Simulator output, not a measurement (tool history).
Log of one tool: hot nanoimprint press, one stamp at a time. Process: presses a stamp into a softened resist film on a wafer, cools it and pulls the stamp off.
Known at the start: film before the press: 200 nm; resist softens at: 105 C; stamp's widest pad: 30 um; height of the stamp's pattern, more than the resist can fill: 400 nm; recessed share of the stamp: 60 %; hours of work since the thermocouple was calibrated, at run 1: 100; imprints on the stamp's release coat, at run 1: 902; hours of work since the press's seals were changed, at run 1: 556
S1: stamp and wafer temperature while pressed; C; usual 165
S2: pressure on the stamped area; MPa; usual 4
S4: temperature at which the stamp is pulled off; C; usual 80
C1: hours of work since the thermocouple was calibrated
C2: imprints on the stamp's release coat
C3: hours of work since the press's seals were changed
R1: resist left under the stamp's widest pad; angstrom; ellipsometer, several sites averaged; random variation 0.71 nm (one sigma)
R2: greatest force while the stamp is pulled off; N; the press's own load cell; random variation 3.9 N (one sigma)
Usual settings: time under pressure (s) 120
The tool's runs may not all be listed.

run 1 hour=0 | S1=165 S2=4 time_under_pressure_(s)=120 S4=80 | C1=100 C2=902 C3=556 | R1=900 R2=229
run 2 hour=37.1 | S1=165 S2=5.64 time_under_pressure_(s)=120 S4=80 | C1=129 C2=1021 C3=585 | R1=772 R2=238
run 3 hour=88.7 | S1=165 S2=5.64 time_under_pressure_(s)=120 S4=80 | C1=171 C2=1185 C3=626 | R1=760 R2=241
run 4 hour=131.1 | S1=165 S2=5.64 time_under_pressure_(s)=120 S4=80 | C1=204 C2=1321 C3=660 | R1=770 R2=256
run 5 hour=158.6 | S1=165 S2=5.64 time_under_pressure_(s)=120 S4=80 | C1=226 C2=1408 C3=682 | R1=756 R2=257
run 6 hour=188.1 | S1=165 S2=4 time_under_pressure_(s)=120 S4=80 | C1=250 C2=1502 C3=705 | R1=870 R2=250
run 7 hour=218.2 | S1=177 S2=4 time_under_pressure_(s)=191 S4=80 | C1=274 C2=1598 C3=729 | R1=316 R2=267

Run 8 comes next. What will it give?
run 8 hour=250.7 | S1=167 S2=3.07 time_under_pressure_(s)=95 S4=68 | C1=299 C2=1702 C3=755 | R1=? R2=?

{"run 8": {"R1": 922, "R2": 347}}
Without the tool's hidden state the same run would have given R1 968 angstrom, R2 242 N.
